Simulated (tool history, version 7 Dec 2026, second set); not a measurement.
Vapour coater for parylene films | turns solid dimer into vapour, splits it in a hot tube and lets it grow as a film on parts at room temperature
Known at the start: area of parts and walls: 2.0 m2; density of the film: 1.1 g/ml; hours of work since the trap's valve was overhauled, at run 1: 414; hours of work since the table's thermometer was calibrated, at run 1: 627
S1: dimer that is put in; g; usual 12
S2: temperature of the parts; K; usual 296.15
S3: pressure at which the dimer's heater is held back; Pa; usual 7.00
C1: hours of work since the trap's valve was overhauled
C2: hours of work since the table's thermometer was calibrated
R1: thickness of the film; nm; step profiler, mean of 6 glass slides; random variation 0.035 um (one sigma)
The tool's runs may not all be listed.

run	hour	S1	S2	S3	C1	C2	R1
1	0.0	12	296.15	7.00	414	627	3300
2	30.3	12	296.15	7.00	432	645	3260
3	78.8	12	296.15	7.12	462	675	3190
# hour 123.1: trap's valve overhauled
4	124.2	12	296.15	7.12	1	700	2930
5	174.4	12	296.15	7.12	31	730	2920
# hour 227.6: trap's valve overhauled, once more
6	230.0	12	296.15	7.12	1	761	3650
7	269.1	12	296.15	2.36	25	785	4300
8	305.8	12	296.15	6.95	47	807	3600
9	344.7	12	296.15	7.00	71	831	3620
10	380.3	12	296.15	7.00	93	853	3590
11	436.0	12	307.15	7.00	126	886	2900
12	481.4	12	296.15	7.00	154	914	3450
13	527.0	17	296.15	7.00	182	941	4880
14	574.7	17	296.15	7.00	210	970	4860
15	621.8	17	296.15	7.00	239	999	4770
16	681.2	17	296.15	7.00	275	1035	4800
17	709.4	17	296.15	7.00	292	1052	4770
18	740.5	20	305.15	3.30	311	1071	5440
19	787.3	13	296.15	6.38	339	1099	3660
20	842.8	13	296.15	6.38	373	1133	3610
21	870.8	8	296.15	4.43	390	1150	2410
22	914.9	8	296.15	4.43	417	1177	2320
23	952.4	17	296.15	5.76	439	1199	4700
24	1012.4	9	291.15	7.59	476	1236	2560
# hour 1035.6: trap's valve overhauled
25	1062.5	20	289.15	5.21	16	1264	7020
26	1093.4	5	301.15	7.42	35	1282	1360
27	1141.1	5	301.15	7.42	64	1311	1380
28	1174.0	5	301.15	7.42	84	1331	1340
29	1225.6	11	290.15	2.53	115	1363	4280
30	1281.4	21	290.15	6.44	149	1397	6820
31	1318.2	21	290.15	6.44	171	1419	6850
32	1375.4	9	291.15	11.33	206	1453	2500
33	1406.6	9	291.15	11.33	225	1472	2560

Hidden state at the last listed run before each entry between runs and at the first one after, where it differs:
Between runs 3 and 4: trap's valve overhauled (hour 123.1)
  vapour lost through the trap's worn valve, %: 11.1 -> 19.2; true temperature of the parts over the reading, C: 0.11 -> 0.12
  measured less the result without the state, R1: -400 -> -700 nm
Between runs 5 and 6: trap's valve overhauled, once more (hour 227.6)
  vapour lost through the trap's worn valve, %: 20 -> 0.3; true temperature of the parts over the reading, C: 0.12 -> 0.13
  measured less the result without the state, R1: -740 -> -20 nm
Between runs 24 and 25: trap's valve overhauled (hour 1035.6)
  vapour lost through the trap's worn valve, %: 12.5 -> 0.8
  measured less the result without the state, R1: -370 -> -90 nm
